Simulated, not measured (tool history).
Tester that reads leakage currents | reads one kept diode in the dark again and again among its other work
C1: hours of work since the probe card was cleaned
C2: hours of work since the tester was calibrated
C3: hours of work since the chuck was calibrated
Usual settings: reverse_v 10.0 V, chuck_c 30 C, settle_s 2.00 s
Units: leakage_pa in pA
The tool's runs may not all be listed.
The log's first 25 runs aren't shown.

{"run": 26, "hour": 1371.3, "reverse_v": 11.9, "chuck_c": 33, "settle_s": 0.37, "C1": 901, "C2": 1510, "C3": 405, "leakage_pa": 511.2}
{"run": 27, "hour": 1411.1, "reverse_v": 7.0, "chuck_c": 26, "settle_s": 0.37, "C1": 930, "C2": 1538, "C3": 434, "leakage_pa": 214.86}
{"run": 28, "hour": 1479.6, "reverse_v": 7.0, "chuck_c": 55, "settle_s": 0.37, "C1": 979, "C2": 1588, "C3": 484, "leakage_pa": 2516.59}
{"run": 29, "hour": 1555.9, "reverse_v": 8.5, "chuck_c": 59, "settle_s": 2.24, "C1": 1034, "C2": 1643, "C3": 539, "leakage_pa": 3691.08}
{"run": 30, "hour": 1612.4, "reverse_v": 11.5, "chuck_c": 31, "settle_s": 2.24, "C1": 1075, "C2": 1684, "C3": 580, "leakage_pa": 411.77}
{"run": 31, "hour": 1671.7, "reverse_v": 11.5, "chuck_c": 31, "settle_s": 2.24, "C1": 1118, "C2": 1726, "C3": 622, "leakage_pa": 412.77}
{"run": 32, "hour": 1719.9, "reverse_v": 11.5, "chuck_c": 31, "settle_s": 2.24, "C1": 1153, "C2": 1761, "C3": 657, "leakage_pa": 413.17}
{"run": 33, "hour": 1754.0, "reverse_v": 15.5, "chuck_c": 27, "settle_s": 0.52, "C1": 1177, "C2": 1786, "C3": 682, "leakage_pa": 336.0}
{"run": 34, "hour": 1807.8, "reverse_v": 15.5, "chuck_c": 27, "settle_s": 0.52, "C1": 1216, "C2": 1825, "C3": 721, "leakage_pa": 336.42}
{"run": 35, "hour": 1877.1, "reverse_v": 15.5, "chuck_c": 46, "settle_s": 0.52, "C1": 1266, "C2": 1875, "C3": 771, "leakage_pa": 1734.13}

The next listed run, before its measurement:
{"run": 36, "hour": 1949.1, "reverse_v": 4.8, "chuck_c": 30, "settle_s": 1.33, "C1": 1318, "C2": 1927, "C3": 823, "leakage_pa": "?"}

{"run 36": {"leakage_pa": 255.77}}
Without the tool's hidden state the same run would have given leakage_pa 255.61 pA.
